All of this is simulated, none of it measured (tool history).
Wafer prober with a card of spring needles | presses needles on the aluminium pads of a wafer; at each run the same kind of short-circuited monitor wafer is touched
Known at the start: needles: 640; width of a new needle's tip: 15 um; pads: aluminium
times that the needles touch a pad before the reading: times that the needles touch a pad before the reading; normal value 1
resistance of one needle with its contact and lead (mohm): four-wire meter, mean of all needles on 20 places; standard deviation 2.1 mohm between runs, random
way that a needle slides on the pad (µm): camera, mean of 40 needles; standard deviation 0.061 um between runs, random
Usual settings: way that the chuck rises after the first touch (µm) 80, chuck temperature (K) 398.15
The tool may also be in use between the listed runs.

run     day  way that the chuck rises after the first touch (µm)  chuck temperature (K)  times that the needles touch a pad before the reading  resistance of one needle with its contact and lead (mohm)  way that a needle slides on the pad (µm)
  1   0.000                                                   80                 398.15                                                      1                                                        270                                     17.45
      0.454  -- tips cleaned on abrasive film
      1.500  -- tips cleaned on abrasive film
      2.496  -- tips cleaned on abrasive film
  2   2.558                                                   80                 398.15                                                      1                                                        243                                     17.44
      3.658  -- tips cleaned on abrasive film
  3   4.017                                                   80                 398.15                                                      1                                                        261                                     17.42
      4.888  -- tips cleaned on abrasive film
      6.025  -- tips cleaned on abrasive film
  4   6.333                                                   80                 398.15                                                      1                                                        258                                     17.28
      7.217  -- tips cleaned on abrasive film
      8.304  -- tips cleaned on abrasive film
  5   8.304                                                   80                 398.15                                                      1                                                        233                                     17.28
      9.433  -- tips cleaned on abrasive film
     10.554  -- tips cleaned on abrasive film
  6  10.733                                                   80                 398.15                                                      1                                                        249                                     17.23
     11.675  -- tips cleaned on abrasive film
     12.729  -- tips cleaned on abrasive film
  7  13.392                                                   80                 398.15                                                      1                                                        275                                     17.30
     13.796  -- tips cleaned on abrasive film
     14.800  -- tips cleaned on abrasive film
  8  15.692                                                   80                 398.15                                                      1                                                        273                                     17.25
     15.942  -- tips cleaned on abrasive film
     17.121  -- tips cleaned on abrasive film
  9  18.075                                                   80                 398.15                                                      1                                                        276                                     17.25
     18.254  -- tips cleaned on abrasive film
     19.325  -- tips cleaned on abrasive film
 10  19.925                                                   80                 354.15                                                      1                                                        264                                     17.21
     20.367  -- tips cleaned on abrasive film
     21.433  -- tips cleaned on abrasive film
     22.492  -- tips cleaned on abrasive film
 11  22.496                                                   80                 354.15                                                      1                                                        230                                     17.12
     23.504  -- tips cleaned on abrasive film
     24.500  -- tips cleaned on abrasive film
 12  25.217                                                   80                 398.15                                                      1                                                        281                                     17.28
     25.688  -- tips cleaned on abrasive film
     26.750  -- tips cleaned on abrasive film
     27.912  -- tips cleaned on abrasive film
 13  28.717                                                   80                 398.15                                                      1                                                        276                                     17.04
     28.967  -- tips cleaned on abrasive film
     29.950  -- tips cleaned on abrasive film
 14  30.204                                                   80                 398.15                                                      1                                                        256                                     17.06
     31.142  -- tips cleaned on abrasive film
     31.721  -- height of the first contact set anew
     32.212  -- tips cleaned on abrasive film
 15  32.992                                                   80                 398.15                                                      1                                                        274                                     17.49
     33.238  -- tips cleaned on abrasive film
     34.379  -- tips cleaned on abrasive film
 16  35.062                                                   80                 398.15                                                      1                                                        269                                     17.46
     35.554  -- tips cleaned on abrasive film
     36.654  -- tips cleaned on abrasive film
 17  36.654                                                   80                 398.15                                                      1                                                        238                                     17.41
     37.875  -- tips cleaned on abrasive film
     39.033  -- tips cleaned on abrasive film
 18  39.854                                                   66                 398.15                                                      1                                                        296                                     14.39
     40.062  -- tips cleaned on abrasive film
     41.208  -- tips cleaned on abrasive film
     42.308  -- tips cleaned on abrasive film
 19  42.683                                                   87                 320.15                                                      3                                                        222                                     19.00
     43.388  -- tips cleaned on abrasive film
     44.512  -- tips cleaned on abrasive film
     45.579  -- tips cleaned on abrasive film
 20  46.262                                                   95                 332.15                                                      1                                                        250                                     20.58
     46.721  -- tips cleaned on abrasive film
     47.725  -- tips cleaned on abrasive film
 21  48.533                                                   95                 332.15                                                      1                                                        257                                     20.67
     48.783  -- tips cleaned on abrasive film
     49.854  -- tips cleaned on abrasive film
     51.058  -- tips cleaned on abrasive film
 22  51.262                                                   82                 378.15                                                      1                                                        251                                     17.68
     52.288  -- tips cleaned on abrasive film
     53.362  -- tips cleaned on abrasive film
     54.392  -- tips cleaned on abrasive film
 23  54.392                                                   82                 378.15                                                      2                                                        231                                     17.56
     55.592  -- tips cleaned on abrasive film
 24  56.104                                                   80                 323.15                                                      1                                                        256                                     17.13
     56.742  -- tips cleaned on abrasive film
     57.804  -- tips cleaned on abrasive film
 25  58.046                                                   80                 303.15                                                      1                                                        239                                     17.03
     58.867  -- tips cleaned on abrasive film
     59.925  -- tips cleaned on abrasive film
     60.917  -- tips cleaned on abrasive film
 26  61.075                                                   80                 303.15                                                      1                                                        233                                     17.09

For run 27, what comes out?
     61.938  -- tips cleaned on abrasive film
     62.971  -- tips cleaned on abrasive film
 27  63.142                                                   82                 304.15                                                      1                                                          ?                                         ?

{"run 27": {"resistance of one needle with its contact and lead (mohm)": 233, "way that a needle slides on the pad (µm)": 17.53}}
With the hidden condition absent and the run-to-run variation left alone, this run would have shown resistance of one needle with its contact and lead (mohm) 212, way that a needle slides on the pad (µm) 17.92.
